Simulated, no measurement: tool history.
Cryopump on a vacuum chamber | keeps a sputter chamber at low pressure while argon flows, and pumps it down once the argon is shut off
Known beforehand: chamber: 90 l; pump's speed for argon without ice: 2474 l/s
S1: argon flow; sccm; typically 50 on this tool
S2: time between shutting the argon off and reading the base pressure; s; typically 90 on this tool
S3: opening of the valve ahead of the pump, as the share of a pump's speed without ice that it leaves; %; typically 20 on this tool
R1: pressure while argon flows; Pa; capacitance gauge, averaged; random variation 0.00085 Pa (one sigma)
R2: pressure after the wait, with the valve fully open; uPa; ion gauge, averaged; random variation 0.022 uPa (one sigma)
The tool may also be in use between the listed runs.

Run 1, hour 0.0: usual settings. Result: R1 0.1767 Pa, R2 1.18 uPa.
Run 2, hour 16.2: usual settings. Result: R1 0.1785 Pa, R2 1.14 uPa.
Run 3, hour 31.6: usual settings but S1 89 sccm. Result: R1 0.3153 Pa, R2 1.20 uPa.
Run 4, hour 50.3: usual settings. Result: R1 0.1763 Pa, R2 1.21 uPa.
Run 5, hour 67.5: usual settings. Result: R1 0.1770 Pa, R2 1.18 uPa.
Run 6, hour 87.6: usual settings. Result: R1 0.1753 Pa, R2 1.26 uPa.
Run 7, hour 103.5: usual settings. Result: R1 0.1770 Pa, R2 1.25 uPa.
Run 8, hour 123.1: usual settings but S1 21 sccm. Result: R1 0.0739 Pa, R2 1.28 uPa.
Run 9, hour 138.9: usual settings but S1 21 sccm. Result: R1 0.0735 Pa, R2 1.34 uPa.
Run 10, hour 155.3: usual settings but S1 21 sccm, S3 27 %. Result: R1 0.0566 Pa, R2 1.33 uPa.
Run 11, hour 163.4: usual settings but S1 21 sccm, S3 27 %. Result: R1 0.0553 Pa, R2 1.38 uPa.
Run 12, hour 182.2: usual settings but S1 21 sccm, S3 27 %. Result: R1 0.0563 Pa, R2 1.36 uPa.
Run 13, hour 202.1: usual settings. Result: R1 0.1771 Pa, R2 1.35 uPa.
Run 14, hour 212.0: usual settings. Result: R1 0.1798 Pa, R2 1.48 uPa.
Run 15, hour 222.6: usual settings. Result: R1 0.1785 Pa, R2 1.42 uPa.
Run 16, hour 242.0: usual settings but S1 62 sccm, S2 102 s. Result: R1 0.2187 Pa, R2 1.36 uPa.
Run 17, hour 250.8: usual settings but S1 94 sccm, S2 102 s, S3 42 %. Result: R1 0.1660 Pa, R2 1.41 uPa.
Run 18, hour 269.6: usual settings but S1 25 sccm, S2 297 s, S3 18 %. Result: R1 0.1002 Pa, R2 1.10 uPa.
Run 19, hour 283.7: usual settings but S2 60 s, S3 26 %. Result: R1 0.1385 Pa, R2 1.74 uPa.
Run 20, hour 303.2: usual settings but S1 22 sccm, S2 69 s, S3 58 %. Result: R1 0.0293 Pa, R2 1.60 uPa.
Run 21, hour 312.9: usual settings but S1 41 sccm, S2 80 s, S3 34 %. Result: R1 0.0885 Pa, R2 1.61 uPa.
Run 22, hour 329.6: usual settings but S1 41 sccm, S2 80 s, S3 34 %. Result: R1 0.0883 Pa, R2 1.58 uPa.
Run 23, hour 349.1: usual settings but S2 93 s. Result: R1 0.1786 Pa, R2 1.53 uPa.
Run 24, hour 357.9: usual settings but S2 93 s. Result: R1 0.1791 Pa, R2 1.55 uPa.
Run 25, hour 376.9: usual settings but S1 87 sccm, S2 251 s, S3 19 %. Result: R1 0.3273 Pa, R2 1.22 uPa.
Run 26, hour 393.8: usual settings but S1 41 sccm, S2 39 s, S3 19 %. Result: R1 0.1548 Pa, R2 2.35 uPa.
Run 27, hour 411.7: usual settings but S1 41 sccm, S2 39 s, S3 19 %. Result: R1 0.1537 Pa, R2 2.37 uPa.
Run 28, hour 431.5: usual settings but S1 94 sccm, S2 183 s, S3 27 %. Result: R1 0.2571 Pa, R2 1.36 uPa.
Run 29, hour 446.1: usual settings but S1 94 sccm, S2 183 s, S3 27 %. Result: R1 0.2541 Pa, R2 1.43 uPa.

3 ways to go on from here, each from the tool as it stands after run 29. What would each give?
Run A, hour 458.6: usual settings but S1 52 sccm, S2 285 s, S3 59 %. Result: R1 ?, R2 ?.
Run B, hour 458.6: usual settings but S3 23 %. Result: R1 ?, R2 ?.
Run C, hour 458.6: usual settings but S1 28 sccm, S2 101 s, S3 27 %. Result: R1 ?, R2 ?.

run      R1    R2
  A  0.0704  1.35
  B  0.1588  1.72
  C  0.0756  1.63
The same runs, with their run-to-run variation unchanged, on a tool lacking any hidden condition would have given:
run      R1    R2
  A  0.0606  0.30
  B  0.1494  0.67
  C  0.0704  0.59

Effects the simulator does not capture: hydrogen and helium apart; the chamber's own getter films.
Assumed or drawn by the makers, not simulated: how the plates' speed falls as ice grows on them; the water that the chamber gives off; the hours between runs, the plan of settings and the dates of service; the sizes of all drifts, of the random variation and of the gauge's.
